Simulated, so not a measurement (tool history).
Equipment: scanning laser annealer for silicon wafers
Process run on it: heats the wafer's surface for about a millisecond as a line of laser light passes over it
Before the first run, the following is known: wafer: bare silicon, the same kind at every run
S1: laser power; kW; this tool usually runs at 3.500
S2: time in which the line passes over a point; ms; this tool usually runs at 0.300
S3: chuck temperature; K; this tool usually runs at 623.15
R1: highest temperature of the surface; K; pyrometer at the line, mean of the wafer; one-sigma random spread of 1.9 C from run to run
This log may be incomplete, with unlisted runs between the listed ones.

Run 1, hour 0.0: usual settings. Result: R1 1401.15 K.
At hour 22.8: window over the wafer cleaned.
Run 2, hour 37.9: usual settings. Result: R1 1393.15 K.
Run 3, hour 86.5: usual settings. Result: R1 1386.15 K.
Run 4, hour 122.7: usual settings but S1 3.065 kW. Result: R1 1260.15 K.
Run 5, hour 150.5: usual settings but S1 3.065 kW. Result: R1 1262.15 K.
Run 6, hour 172.8: usual settings but S1 3.065 kW. Result: R1 1262.15 K.
Run 7, hour 213.8: usual settings. Result: R1 1381.15 K.
Run 8, hour 249.2: usual settings. Result: R1 1385.15 K.
At hour 257.1: window over the wafer cleaned, once more.
Run 9, hour 282.5: usual settings. Result: R1 1411.15 K.
Run 10, hour 313.4: usual settings. Result: R1 1414.15 K.
Run 11, hour 336.9: usual settings. Result: R1 1412.15 K.
Run 12, hour 370.7: usual settings. Result: R1 1411.15 K.
Run 13, hour 403.2: usual settings but S2 0.308 ms. Result: R1 1419.15 K.
Run 14, hour 437.7: usual settings but S1 3.842 kW, S2 0.298 ms, S3 656.15 K. Result: R1 1540.15 K.
Run 15, hour 474.6: usual settings but S1 3.842 kW, S2 0.298 ms, S3 656.15 K. Result: R1 1539.15 K.
Run 16, hour 522.6: usual settings but S1 3.540 kW, S2 0.251 ms, S3 605.15 K. Result: R1 1334.15 K.
Run 17, hour 547.8: usual settings but S1 3.471 kW, S2 0.310 ms, S3 605.15 K. Result: R1 1392.15 K.
Run 18, hour 588.1: usual settings but S2 0.215 ms, S3 639.15 K. Result: R1 1303.15 K.
Run 19, hour 635.7: usual settings but S2 0.215 ms, S3 639.15 K. Result: R1 1300.15 K.
Run 20, hour 682.6: usual settings but S1 3.225 kW, S3 587.15 K. Result: R1 1288.15 K.
Run 21, hour 707.7: usual settings but S1 3.545 kW, S2 0.257 ms, S3 655.15 K. Result: R1 1389.15 K.
Run 22, hour 734.2: usual settings but S1 3.804 kW, S3 599.15 K. Result: R1 1468.15 K.
Run 23, hour 777.9: usual settings but S1 3.218 kW, S3 647.15 K. Result: R1 1344.15 K.
Run 24, hour 807.1: usual settings but S1 3.218 kW, S3 619.15 K. Result: R1 1320.15 K.
Run 25, hour 837.0: usual settings but S1 3.218 kW, S3 619.15 K. Result: R1 1315.15 K.
Run 26, hour 878.4: usual settings but S1 3.218 kW, S3 619.15 K. Result: R1 1318.15 K.

Each row is a separate what-if for the run after 26, all from the same tool condition, not one after another. Results?
Run A, hour 919.0: usual settings but S2 0.217 ms, S3 594.15 K. Result: R1 ?.
Run B, hour 919.0: usual settings but S2 0.267 ms. Result: R1 ?.
Run C, hour 919.0: usual settings but S1 3.218 kW, S2 0.280 ms, S3 635.15 K. Result: R1 ?.
Run D, hour 919.0: usual settings but S1 3.218 kW, S2 0.242 ms, S3 619.15 K. Result: R1 ?.

run       R1
  A  1257.15
  B  1356.15
  C  1304.15
  D  1244.15
Without the tool's unlogged condition, the same runs would have read:
run       R1
  A  1278.15
  B  1380.15
  C  1326.15
  D  1264.15
